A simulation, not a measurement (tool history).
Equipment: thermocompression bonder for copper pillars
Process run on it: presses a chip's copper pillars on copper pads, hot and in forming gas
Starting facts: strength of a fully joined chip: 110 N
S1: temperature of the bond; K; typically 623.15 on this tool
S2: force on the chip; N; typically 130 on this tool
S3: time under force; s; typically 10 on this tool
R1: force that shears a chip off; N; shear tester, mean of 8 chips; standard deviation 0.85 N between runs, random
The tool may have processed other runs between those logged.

| run | hour | S1 | S2 | S3 | R1 |
|---|---|---|---|---|---|
| 1 | 0 | 623.15 | 130 | 10 | 67.4 |
| 2 | 7 | 623.15 | 130 | 10 | 68 |
| 3 | 15.9 | 623.15 | 130 | 27 | 87.4 |
| 4 | 22.6 | 623.15 | 130 | 27 | 90.1 |
| 5 | 35.4 | 623.15 | 130 | 10 | 68.9 |
| 6 | 47.1 | 623.15 | 130 | 10 | 69 |
| 7 | 58.8 | 623.15 | 130 | 10 | 70.4 |
| 8 | 71.1 | 623.15 | 130 | 10 | 69.5 |
| 9 | 82.2 | 623.15 | 130 | 10 | 68 |
| 10 | 91 | 623.15 | 130 | 10 | 68.2 |
| 11 | 101 | 623.15 | 130 | 9 | 65.4 |
| 12 | 113.9 | 623.15 | 130 | 9 | 67.5 |
| 13 | 121.1 | 623.15 | 130 | 10 | 68.7 |
| 14 | 133.5 | 594.15 | 130 | 10 | 56.1 |
| 15 | 140.1 | 623.15 | 91 | 10 | 53.2 |
| 16 | 150.3 | 623.15 | 111 | 10 | 60.8 |
|  | 156.8 | heater calibrated with a thermocouple chip |
|  | 161.8 | forming gas filter changed |
| 17 | 162.7 | 623.15 | 111 | 10 | 60.8 |
| 18 | 172.7 | 623.15 | 130 | 10 | 68.2 |
| 19 | 178.3 | 623.15 | 178 | 11 | 83.6 |
| 20 | 185.2 | 623.15 | 130 | 7 | 60.8 |
| 21 | 191.7 | 623.15 | 130 | 7 | 60.7 |
| 22 | 200.9 | 633.15 | 86 | 10 | 56.6 |
| 23 | 207.9 | 623.15 | 110 | 11 | 63.1 |
| 24 | 217 | 623.15 | 110 | 11 | 62.4 |
| 25 | 227.6 | 623.15 | 109 | 9 | 59.1 |
| 26 | 233.8 | 623.15 | 109 | 9 | 57.9 |
| 27 | 243.1 | 624.15 | 130 | 17 | 80.6 |
| 28 | 248.5 | 623.15 | 181 | 11 | 83.3 |
| 29 | 258.9 | 631.15 | 130 | 5 | 58.7 |
| 30 | 265 | 623.15 | 130 | 22 | 84.6 |
| 31 | 275.1 | 603.15 | 140 | 23 | 79.6 |
| 32 | 287.3 | 630.15 | 122 | 19 | 81.7 |
| 33 | 294.1 | 630.15 | 123 | 13 | 74.9 |
| 34 | 304.2 | 630.15 | 123 | 13 | 73.9 |
| 35 | 312 | 607.15 | 158 | 15 | 77.6 |

Each row is a separate what-if for the run after 35, all from the same tool condition, not one after another. Results?
| A | 323.1 | 607.15 | 140 | 6 | ? |
| B | 323.1 | 620.15 | 158 | 15 | ? |
| C | 323.1 | 642.15 | 91 | 29 | ? |
| D | 323.1 | 623.15 | 188 | 8 | ? |
| E | 323.1 | 623.15 | 184 | 7 | ? |

| run | R1 |
|---|---|
| A | 54.1 |
| B | 83.2 |
| C | 80.5 |
| D | 79 |
| E | 76.9 |
With the hidden condition removed and each run's random variation left untouched, the same runs would have given:
| run | R1 |
|---|---|
| A | 54.2 |
| B | 83.3 |
| C | 80.6 |
| D | 79.1 |
| E | 77.1 |
